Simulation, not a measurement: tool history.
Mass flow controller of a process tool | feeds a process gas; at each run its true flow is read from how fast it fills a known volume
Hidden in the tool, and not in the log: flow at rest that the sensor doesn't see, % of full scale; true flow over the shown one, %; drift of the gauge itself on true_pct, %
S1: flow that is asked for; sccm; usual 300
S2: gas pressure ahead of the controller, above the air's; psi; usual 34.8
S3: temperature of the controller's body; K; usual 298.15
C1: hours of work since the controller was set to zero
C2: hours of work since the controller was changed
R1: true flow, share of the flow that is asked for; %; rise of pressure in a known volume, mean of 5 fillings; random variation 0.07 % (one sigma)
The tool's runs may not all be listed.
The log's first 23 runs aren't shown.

| run | day | S1 | S2 | S3 | C1 | C2 | R1 |
|---|---|---|---|---|---|---|---|
| 24 | 91.725 | 300 | 21.6 | 298.15 | 5309 | 5309 | 97.98 |
| 25 | 94.546 | 300 | 21.6 | 298.15 | 5362 | 5362 | 97.93 |
| 26 | 97.896 | 374 | 34.8 | 302.15 | 5425 | 5425 | 97.69 |
| 27 | 102.342 | 156 | 38.3 | 306.15 | 5509 | 5509 | 97.59 |
| 28 | 107.779 | 300 | 24.5 | 298.15 | 5611 | 5611 | 97.44 |
| 29 | 111.562 | 365 | 37.7 | 293.15 | 5682 | 5682 | 96.51 |
| 30 | 114.571 | 365 | 37.7 | 293.15 | 5739 | 5739 | 96.36 |
| 31 | 120.267 | 365 | 37.7 | 293.15 | 5846 | 5846 | 96.15 |
| 32 | 125.804 | 365 | 37.7 | 293.15 | 5951 | 5951 | 96.19 |
| 33 | 130.2 | 343 | 28 | 298.15 | 6033 | 6033 | 97.05 |
| 34 | 134.688 | 343 | 27 | 295.15 | 6118 | 6118 | 96.74 |
| 35 | 139.162 | 343 | 27 | 295.15 | 6202 | 6202 | 96.71 |
|  | 140.983 | gauge calibrated |
| 36 | 141.729 | 300 | 20.5 | 298.15 | 6250 | 6250 | 99.39 |
| 37 | 145.35 | 171 | 20.5 | 298.15 | 6318 | 6318 | 99.15 |
| 38 | 147.775 | 196 | 28.4 | 298.15 | 6364 | 6364 | 98.74 |
| 39 | 152.588 | 196 | 23.9 | 305.15 | 6455 | 6455 | 99.61 |
| 40 | 155.796 | 997 | 23.9 | 305.15 | 6515 | 6515 | 100.72 |
| 41 | 159.721 | 134 | 23.9 | 299.15 | 6589 | 6589 | 98.68 |
|  | 164.55 | controller's zero set anew |
| 42 | 164.792 | 134 | 29.2 | 299.15 | 5 | 6684 | 98.53 |
| 43 | 167.817 | 778 | 23.2 | 298.15 | 61 | 6741 | 99.65 |
| 44 | 171.758 | 778 | 23.2 | 298.15 | 136 | 6815 | 99.36 |
| 45 | 174.183 | 778 | 23.2 | 298.15 | 181 | 6861 | 99.52 |
| 46 | 179.625 | 214 | 37 | 303.15 | 284 | 6964 | 98.41 |
| 47 | 182.208 | 460 | 39.5 | 300.15 | 333 | 7012 | 98.13 |
| 48 | 185.638 | 623 | 40.6 | 309.15 | 397 | 7077 | 99.28 |

Forecast each of these 3 alternatives for the next run:
| A | 189.221 | 623 | 36 | 306.15 | 465 | 7144 | ? |
| B | 189.221 | 623 | 40.6 | 312.15 | 465 | 7144 | ? |
| C | 189.221 | 623 | 24.1 | 299.15 | 465 | 7144 | ? |

| run | R1 |
|---|---|
| A | 99.11 |
| B | 99.49 |
| C | 99.16 |
Without the tool's hidden state the same runs would have given:
| run | R1 |
|---|---|
| A | 99.85 |
| B | 100.23 |
| C | 99.9 |
